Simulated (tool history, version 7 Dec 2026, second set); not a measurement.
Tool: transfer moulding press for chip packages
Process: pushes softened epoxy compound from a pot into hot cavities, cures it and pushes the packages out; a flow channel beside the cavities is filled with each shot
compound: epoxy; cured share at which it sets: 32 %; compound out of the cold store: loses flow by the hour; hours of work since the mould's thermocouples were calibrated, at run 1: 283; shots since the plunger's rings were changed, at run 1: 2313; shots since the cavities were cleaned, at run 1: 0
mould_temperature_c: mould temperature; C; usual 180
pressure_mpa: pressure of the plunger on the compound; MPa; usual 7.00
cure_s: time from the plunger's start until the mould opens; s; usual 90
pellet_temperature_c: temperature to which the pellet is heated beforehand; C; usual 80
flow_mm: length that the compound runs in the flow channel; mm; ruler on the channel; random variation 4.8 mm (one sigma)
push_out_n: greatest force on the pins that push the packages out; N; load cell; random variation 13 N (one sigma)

run,hour,mould_temperature_c,pressure_mpa,cure_s,pellet_temperature_c,hours of work since the mould's thermocouples were calibrated,shots since the plunger's rings were changed,shots since the cavities were cleaned,incoming compound's hours out of the cold store,flow_mm,push_out_n
1,0.0,180,7.00,90,80,283,2313,0,31.0,605,632
2,8.2,180,7.00,90,80,289,2428,115,35.8,576,616
3,12.8,180,7.00,90,80,293,2494,181,26.0,611,637
4,21.8,183,7.00,90,80,300,2621,308,21.3,625,552
5,31.0,183,7.00,90,80,307,2751,438,42.8,555,524
6,36.2,183,7.00,90,80,311,2824,511,32.6,597,525
7,41.5,183,7.00,90,80,315,2900,587,18.7,640,558
8,51.5,188,7.00,90,80,323,3041,728,38.3,558,461
# hour 57.2: cavities cleaned with cleaning compound and waxed
9,57.9,188,7.00,90,80,326,3110,10,25.0,599,473
10,64.4,180,5.59,90,80,331,3203,103,34.3,524,620
11,73.4,180,5.59,90,80,338,3329,229,18.6,572,646
12,83.2,180,5.59,90,80,346,3468,368,46.6,493,627
13,89.9,180,6.71,90,80,351,3562,462,41.8,556,650
14,97.4,180,7.00,90,80,357,3670,570,31.6,591,647
15,105.9,182,6.39,123,80,363,3790,690,31.3,572,432
16,111.7,182,6.39,123,72,368,3872,772,47.6,521,425
# hour 114.1: cavities cleaned with cleaning compound and waxed
17,123.4,173,5.62,126,80,376,4015,131,23.5,569,538
18,128.1,186,6.67,91,88,379,4082,198,44.9,530,466
19,132.9,186,6.67,91,88,383,4150,266,14.8,627,463
20,144.0,186,6.67,91,88,392,4306,422,43.2,532,474
21,155.3,186,6.67,91,88,400,4467,583,15.1,620,463
22,160.3,186,6.67,91,88,404,4538,654,30.1,569,477
# hour 171.1: cavities cleaned with cleaning compound and waxed
23,172.6,174,5.97,91,90,413,4691,23,22.3,589,1002
24,181.0,174,5.97,91,90,419,4809,141,47.9,513,858
25,187.5,182,5.86,91,90,424,4901,233,33.1,535,559
26,198.2,182,5.86,91,90,432,5053,385,27.3,560,553
27,204.3,184,8.77,129,90,437,5139,471,27.2,677,418
28,214.9,182,8.59,129,90,445,5289,621,26.7,672,443

3 ways to go on from here, each from the tool as it stands after run 28. What would each give?
A,222.6,176,6.08,78,80,451,5397,729,12.3,?,?
B,222.6,173,7.00,90,80,451,5397,729,38.5,?,?
C,222.6,182,8.59,92,90,451,5397,729,22.2,?,?

run,flow_mm,push_out_n
A,627,1280
B,590,1042
C,689,573
Without the tool's hidden state the same runs would have given:
run,flow_mm,push_out_n
A,628,1269
B,590,1033
C,690,568

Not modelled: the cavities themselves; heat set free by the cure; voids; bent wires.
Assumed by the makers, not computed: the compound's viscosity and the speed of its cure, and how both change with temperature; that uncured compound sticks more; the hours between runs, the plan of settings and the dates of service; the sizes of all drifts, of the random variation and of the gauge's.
